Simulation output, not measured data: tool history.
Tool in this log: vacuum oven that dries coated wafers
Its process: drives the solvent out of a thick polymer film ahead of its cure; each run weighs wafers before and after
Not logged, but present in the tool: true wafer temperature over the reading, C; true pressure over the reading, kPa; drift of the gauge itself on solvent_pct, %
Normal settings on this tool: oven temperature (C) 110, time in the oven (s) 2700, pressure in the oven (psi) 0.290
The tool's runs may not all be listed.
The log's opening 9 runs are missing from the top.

run    hour  oven temperature (C)  time in the oven (s)  pressure in the oven (psi)  hours of work since the thermocouples were calibrated  hours of work since the vacuum gauge was cleaned of residue  solvent left in the film (%)
 10   268.8                   110                  2700                       0.621                                                    800                                                          548                          4.56
 11   295.7                   110                  2700                       0.576                                                    821                                                          570                          4.15
 12   333.2                   110                  2700                       0.576                                                    851                                                          599                          4.29
 13   359.6                   110                  2700                       0.576                                                    872                                                          620                          4.22
 14   385.2                   110                  2700                       0.576                                                    892                                                          640                          4.23
 15   406.7                   110                  2700                       0.576                                                    909                                                          657                          4.25
 16   428.7                   110                  2700                       0.576                                                    926                                                          675                          4.33
 17   458.8                   110                  4200                       0.576                                                    950                                                          699                          3.58
 18   493.5                   110                  3000                       0.290                                                    978                                                          726                          2.46
 19   516.4                   110                  3000                       0.290                                                    996                                                          744                          2.61
 20   555.4                   110                  3000                       0.290                                                   1027                                                          775                          2.67
 21   602.0                   110                  2700                       0.290                                                   1064                                                          812                          2.84
 22   646.5                   110                  2700                       0.290                                                   1099                                                          847                          2.93
 23   692.0                   110                  2700                       0.290                                                   1135                                                          883                          2.88
 24   719.1                   125                  2700                       0.585                                                   1156                                                          905                          2.11
 25   759.7                   125                  1500                       0.585                                                   1188                                                          937                          2.47
 26   798.7                   125                  1500                       0.585                                                   1219                                                          968                          2.45
 27   833.2                   105                  2820                       0.935                                                   1247                                                          995                          8.27
 28   861.2                   118                  2460                       0.242                                                   1269                                                         1018                          1.61
 29   907.1                   123                  3120                       0.197                                                   1305                                                         1054                          0.99
      913.5  -- oven's thermocouples calibrated
 30   953.2                   123                  3120                       0.197                                                     31                                                         1089                          1.09
 31   973.9                   110                  2580                       0.218                                                     48                                                         1105                          3.50
 32  1007.1                   110                  2580                       0.218                                                     74                                                         1131                          3.38
 33  1038.5                   109                  2580                       1.001                                                     99                                                         1156                          8.31
     1046.6  -- oven's thermocouples calibrated, once more
 34  1064.5                   109                  2220                       0.920                                                     14                                                         1175                          6.67

Run 35 comes next. What will it give?
 35  1090.9                   109                  2220                       0.920                                                     35                                                         1196                             ?

solvent left in the film (%): 6.70
With the hidden condition absent and the run-to-run variation left alone, this run would have shown solvent left in the film (%) 6.11.

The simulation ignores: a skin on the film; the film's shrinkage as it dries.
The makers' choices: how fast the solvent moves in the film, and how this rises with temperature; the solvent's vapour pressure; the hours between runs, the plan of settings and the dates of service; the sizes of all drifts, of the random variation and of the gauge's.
